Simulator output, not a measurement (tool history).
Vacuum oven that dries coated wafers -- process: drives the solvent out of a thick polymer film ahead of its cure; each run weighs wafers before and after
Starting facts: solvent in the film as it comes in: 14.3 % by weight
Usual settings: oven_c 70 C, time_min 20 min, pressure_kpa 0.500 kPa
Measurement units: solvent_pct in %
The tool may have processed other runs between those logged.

run 1 hour=0.0 | oven_c=70 time_min=20 pressure_kpa=0.500 | solvent_pct=2.43
run 2 hour=30.4 | oven_c=70 time_min=20 pressure_kpa=0.500 | solvent_pct=2.38
run 3 hour=47.2 | oven_c=70 time_min=20 pressure_kpa=0.500 | solvent_pct=2.43
run 4 hour=66.0 | oven_c=70 time_min=20 pressure_kpa=0.500 | solvent_pct=2.38
run 5 hour=88.4 | oven_c=70 time_min=20 pressure_kpa=0.500 | solvent_pct=2.44
run 6 hour=119.0 | oven_c=70 time_min=25 pressure_kpa=0.500 | solvent_pct=1.73
run 7 hour=135.9 | oven_c=70 time_min=25 pressure_kpa=0.500 | solvent_pct=1.73
run 8 hour=156.6 | oven_c=70 time_min=25 pressure_kpa=0.500 | solvent_pct=1.63
run 9 hour=172.3 | oven_c=55 time_min=20 pressure_kpa=0.500 | solvent_pct=6.64
run 10 hour=187.0 | oven_c=55 time_min=20 pressure_kpa=0.500 | solvent_pct=6.57
run 11 hour=203.4 | oven_c=70 time_min=20 pressure_kpa=0.500 | solvent_pct=2.39
run 12 hour=220.3 | oven_c=75 time_min=20 pressure_kpa=0.500 | solvent_pct=1.40
run 13 hour=244.7 | oven_c=75 time_min=20 pressure_kpa=0.500 | solvent_pct=1.33
run 14 hour=277.0 | oven_c=70 time_min=20 pressure_kpa=0.500 | solvent_pct=2.39
run 15 hour=310.7 | oven_c=70 time_min=20 pressure_kpa=0.500 | solvent_pct=2.41
run 16 hour=341.1 | oven_c=70 time_min=20 pressure_kpa=0.500 | solvent_pct=2.37
run 17 hour=366.7 | oven_c=69 time_min=20 pressure_kpa=0.500 | solvent_pct=2.61
run 18 hour=380.7 | oven_c=69 time_min=20 pressure_kpa=0.500 | solvent_pct=2.64
run 19 hour=412.2 | oven_c=69 time_min=20 pressure_kpa=0.500 | solvent_pct=2.58
run 20 hour=435.6 | oven_c=69 time_min=20 pressure_kpa=0.500 | solvent_pct=2.58
run 21 hour=455.0 | oven_c=64 time_min=12 pressure_kpa=0.265 | solvent_pct=6.05
run 22 hour=488.3 | oven_c=64 time_min=12 pressure_kpa=0.265 | solvent_pct=6.04
run 23 hour=507.6 | oven_c=79 time_min=16 pressure_kpa=0.959 | solvent_pct=1.36
run 24 hour=527.5 | oven_c=71 time_min=16 pressure_kpa=0.293 | solvent_pct=2.88
run 25 hour=544.3 | oven_c=63 time_min=11 pressure_kpa=0.500 | solvent_pct=6.57
run 26 hour=574.4 | oven_c=70 time_min=20 pressure_kpa=1.406 | solvent_pct=2.75
run 27 hour=606.2 | oven_c=79 time_min=20 pressure_kpa=1.406 | solvent_pct=1.07
run 28 hour=634.9 | oven_c=70 time_min=20 pressure_kpa=0.812 | solvent_pct=2.50
run 29 hour=667.6 | oven_c=59 time_min=18 pressure_kpa=0.319 | solvent_pct=5.80
run 30 hour=695.0 | oven_c=84 time_min=11 pressure_kpa=0.558 | solvent_pct=1.47
run 31 hour=725.2 | oven_c=56 time_min=12 pressure_kpa=0.848 | solvent_pct=8.22
run 32 hour=740.2 | oven_c=56 time_min=10 pressure_kpa=1.256 | solvent_pct=8.89
run 33 hour=768.7 | oven_c=56 time_min=28 pressure_kpa=1.256 | solvent_pct=5.33
run 34 hour=787.6 | oven_c=61 time_min=28 pressure_kpa=1.555 | solvent_pct=4.02
run 35 hour=804.8 | oven_c=61 time_min=28 pressure_kpa=0.857 | solvent_pct=3.65
run 36 hour=827.2 | oven_c=61 time_min=28 pressure_kpa=0.857 | solvent_pct=3.62
run 37 hour=849.1 | oven_c=61 time_min=28 pressure_kpa=0.857 | solvent_pct=3.53
run 38 hour=869.7 | oven_c=61 time_min=28 pressure_kpa=0.857 | solvent_pct=3.52
run 39 hour=884.0 | oven_c=61 time_min=28 pressure_kpa=0.857 | solvent_pct=3.53
run 40 hour=916.6 | oven_c=61 time_min=28 pressure_kpa=0.857 | solvent_pct=3.55

Some steps in solvent_pct between neighbouring runs. How much of each would the tool show without its hidden state too (settings, what came in, random variation), and how much is left for the hidden state, with any gauge scatter that isn't in both results?
The tool's hidden condition here consists of: true wafer temperature over the reading, C; true pressure over the reading, kPa; drift of the gauge itself on solvent_pct, %.
Run 8 -> 9: oven_c 70 -> 55, time_min 25 -> 20. solvent_pct +5.01 %: hidden state -0.04, all else +5.05.
Run 22 -> 23: oven_c 64 -> 79, time_min 12 -> 16, pressure_kpa 0.265 -> 0.959. solvent_pct -4.68 %: hidden state +0.09, all else -4.77.
Run 26 -> 27: oven_c 70 -> 79. solvent_pct -1.68 %: hidden state +0.13, all else -1.81.
Run 27 -> 28: oven_c 79 -> 70, pressure_kpa 1.406 -> 0.812. solvent_pct +1.43 %: hidden state -0.14, all else +1.57.
Run 30 -> 31: oven_c 84 -> 56, time_min 11 -> 12, pressure_kpa 0.558 -> 0.848. solvent_pct +6.75 %: hidden state -0.06, all else +6.81.
Run 32 -> 33: time_min 10 -> 28. solvent_pct -3.56 %: hidden state -0.11, all else -3.45.

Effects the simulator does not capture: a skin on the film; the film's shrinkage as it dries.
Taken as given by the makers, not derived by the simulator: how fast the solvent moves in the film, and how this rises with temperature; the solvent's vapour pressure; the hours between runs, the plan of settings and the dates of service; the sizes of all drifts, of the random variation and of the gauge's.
